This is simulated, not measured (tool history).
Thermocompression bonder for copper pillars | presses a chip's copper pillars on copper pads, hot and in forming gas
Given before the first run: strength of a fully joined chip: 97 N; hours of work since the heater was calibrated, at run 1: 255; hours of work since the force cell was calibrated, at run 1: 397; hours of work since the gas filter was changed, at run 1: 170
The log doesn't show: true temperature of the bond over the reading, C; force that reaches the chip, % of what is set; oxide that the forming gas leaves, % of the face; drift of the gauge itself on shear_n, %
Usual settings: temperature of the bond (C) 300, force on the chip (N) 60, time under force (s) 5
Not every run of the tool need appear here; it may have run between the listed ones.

| run | hour | temperature of the bond (C) | force on the chip (N) | time under force (s) | hours of work since the heater was calibrated | hours of work since the force cell was calibrated | hours of work since the gas filter was changed | force that shears a chip off (N) |
|---|---|---|---|---|---|---|---|---|
| 1 | 0 | 300 | 60 | 5 | 255 | 397 | 170 | 51.5 |
| 2 | 11.9 | 300 | 60 | 5 | 262 | 404 | 177 | 50.2 |
| 3 | 21.5 | 307 | 60 | 5 | 268 | 410 | 183 | 53.4 |
| 4 | 31.7 | 307 | 60 | 5 | 275 | 417 | 190 | 53.5 |
| 5 | 44.4 | 307 | 60 | 5 | 283 | 425 | 198 | 53.6 |
| 6 | 55 | 307 | 60 | 5 | 289 | 431 | 204 | 53.5 |
| 7 | 67.2 | 307 | 60 | 5 | 297 | 439 | 212 | 52.8 |
| 8 | 74 | 307 | 60 | 5 | 301 | 443 | 216 | 53.4 |
| 9 | 83.8 | 307 | 60 | 5 | 307 | 449 | 222 | 52.7 |
| 10 | 95.4 | 300 | 60 | 5 | 315 | 457 | 230 | 50.1 |
| 11 | 107.8 | 300 | 60 | 5 | 322 | 464 | 238 | 50.5 |
| 12 | 116.6 | 300 | 60 | 5 | 328 | 470 | 243 | 49.6 |
| 13 | 128.3 | 300 | 60 | 5 | 335 | 477 | 250 | 50.7 |
| 14 | 137.1 | 300 | 60 | 5 | 341 | 483 | 256 | 49.7 |
| 15 | 144.6 | 300 | 60 | 5 | 345 | 487 | 261 | 48.1 |
| 16 | 157.7 | 300 | 60 | 5 | 353 | 496 | 269 | 49 |
| 17 | 166.1 | 281 | 60 | 5 | 359 | 501 | 274 | 40.1 |
| 18 | 172.6 | 281 | 60 | 5 | 363 | 505 | 278 | 39.9 |
| 19 | 179.5 | 300 | 60 | 3 | 367 | 509 | 282 | 41.3 |
| 20 | 192.6 | 300 | 60 | 5 | 375 | 517 | 290 | 50.4 |
| 21 | 206.1 | 300 | 60 | 5 | 384 | 526 | 299 | 49 |
| 22 | 217 | 291 | 76 | 12 | 391 | 533 | 306 | 68.1 |
| 23 | 230.1 | 291 | 76 | 12 | 399 | 541 | 314 | 67.2 |
| 24 | 243 | 295 | 60 | 3 | 407 | 549 | 322 | 38.9 |
| 25 | 253.6 | 315 | 60 | 3 | 413 | 556 | 329 | 44.5 |
| 26 | 266.7 | 315 | 60 | 3 | 422 | 564 | 337 | 46.1 |
| 27 | 279.7 | 315 | 60 | 3 | 430 | 572 | 345 | 46.8 |
| 28 | 292.2 | 279 | 60 | 6 | 438 | 580 | 353 | 41.5 |
|  | 295.4 | heater calibrated with a thermocouple chip |
|  | 301.8 | forming gas filter changed |
| 29 | 307.3 | 294 | 63 | 7 | 7 | 588 | 3 | 60 |
|  | 319.1 | heater calibrated with a thermocouple chip, once more |
| 30 | 319.8 | 310 | 63 | 7 | 0 | 594 | 10 | 64.2 |
| 31 | 333.6 | 321 | 41 | 5 | 9 | 603 | 19 | 43.5 |
| 32 | 339.7 | 300 | 63 | 5 | 13 | 607 | 22 | 54.3 |
| 33 | 353.7 | 275 | 60 | 8 | 22 | 615 | 31 | 45.3 |
| 34 | 363.1 | 275 | 60 | 8 | 28 | 621 | 37 | 46.4 |
| 35 | 372.4 | 298 | 39 | 14 | 33 | 627 | 43 | 48.4 |
| 36 | 383.7 | 298 | 39 | 14 | 40 | 634 | 50 | 47.8 |
| 37 | 390 | 325 | 60 | 11 | 44 | 638 | 54 | 76.3 |
| 38 | 400 | 300 | 61 | 5 | 51 | 644 | 60 | 52.8 |
| 39 | 406.6 | 328 | 47 | 8 | 55 | 649 | 64 | 60.2 |
| 40 | 417.8 | 289 | 46 | 7 | 62 | 655 | 71 | 39.6 |
| 41 | 423.4 | 323 | 60 | 5 | 65 | 659 | 75 | 61.9 |

Below are 3 alternative next runs, each starting from the tool's condition after run 41. Predict each:
| A | 435.5 | 310 | 49 | 7 | 73 | 667 | 82 | ? |
| B | 435.5 | 310 | 60 | 5 | 73 | 667 | 82 | ? |
| C | 435.5 | 323 | 61 | 6 | 73 | 667 | 82 | ? |

| run | force that shears a chip off (N) |
|---|---|
| A | 52.4 |
| B | 55 |
| C | 66.1 |
With the hidden condition removed and each run's random variation left untouched, the same runs would have given:
| run | force that shears a chip off (N) |
|---|---|
| A | 54.9 |
| B | 57.6 |
| C | 69 |

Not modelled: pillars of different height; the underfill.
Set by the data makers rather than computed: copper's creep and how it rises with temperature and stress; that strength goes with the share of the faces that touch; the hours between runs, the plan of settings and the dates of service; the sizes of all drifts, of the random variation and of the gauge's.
